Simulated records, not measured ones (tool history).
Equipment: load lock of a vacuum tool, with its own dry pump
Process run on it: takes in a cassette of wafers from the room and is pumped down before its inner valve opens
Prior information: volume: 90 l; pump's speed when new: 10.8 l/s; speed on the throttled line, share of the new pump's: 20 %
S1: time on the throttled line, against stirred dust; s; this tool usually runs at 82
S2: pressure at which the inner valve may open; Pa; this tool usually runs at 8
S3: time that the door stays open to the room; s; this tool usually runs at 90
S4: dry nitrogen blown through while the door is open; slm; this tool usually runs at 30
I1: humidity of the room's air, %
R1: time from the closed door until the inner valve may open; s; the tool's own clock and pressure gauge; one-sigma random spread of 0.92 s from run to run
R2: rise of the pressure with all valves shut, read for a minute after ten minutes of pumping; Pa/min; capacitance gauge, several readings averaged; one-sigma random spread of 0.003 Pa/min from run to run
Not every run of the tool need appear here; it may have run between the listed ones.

{"run": 1, "hour": 0.0, "S1": 82, "S2": 8, "S3": 90, "S4": 30, "I1": 43.7, "R1": 152.3, "R2": 0.054}
{"run": 2, "hour": 166.3, "S1": 82, "S2": 13, "S3": 90, "S4": 30, "I1": 45.9, "R1": 146.9, "R2": 0.053}
{"run": 3, "hour": 440.7, "S1": 82, "S2": 13, "S3": 90, "S4": 30, "I1": 46.4, "R1": 150.2, "R2": 0.057}
{"run": 4, "hour": 613.3, "S1": 82, "S2": 14, "S3": 90, "S4": 30, "I1": 45.6, "R1": 148.6, "R2": 0.063}
{"run": 5, "hour": 787.2, "S1": 82, "S2": 14, "S3": 90, "S4": 30, "I1": 45.5, "R1": 147.8, "R2": 0.064}
{"run": 6, "hour": 1081.4, "S1": 82, "S2": 14, "S3": 90, "S4": 30, "I1": 41, "R1": 147.6, "R2": 0.067}

What will run 7 give?
{"run": 7, "hour": 1350.8, "S1": 82, "S2": 14, "S3": 90, "S4": 30, "I1": 48.2, "R1": "?", "R2": "?"}

{"run 7": {"R1": 147.4, "R2": 0.074}}
On a tool with no hidden condition, and with the same random variation, this run would have come out at R1 138.5 s, R2 0.036 Pa/min.

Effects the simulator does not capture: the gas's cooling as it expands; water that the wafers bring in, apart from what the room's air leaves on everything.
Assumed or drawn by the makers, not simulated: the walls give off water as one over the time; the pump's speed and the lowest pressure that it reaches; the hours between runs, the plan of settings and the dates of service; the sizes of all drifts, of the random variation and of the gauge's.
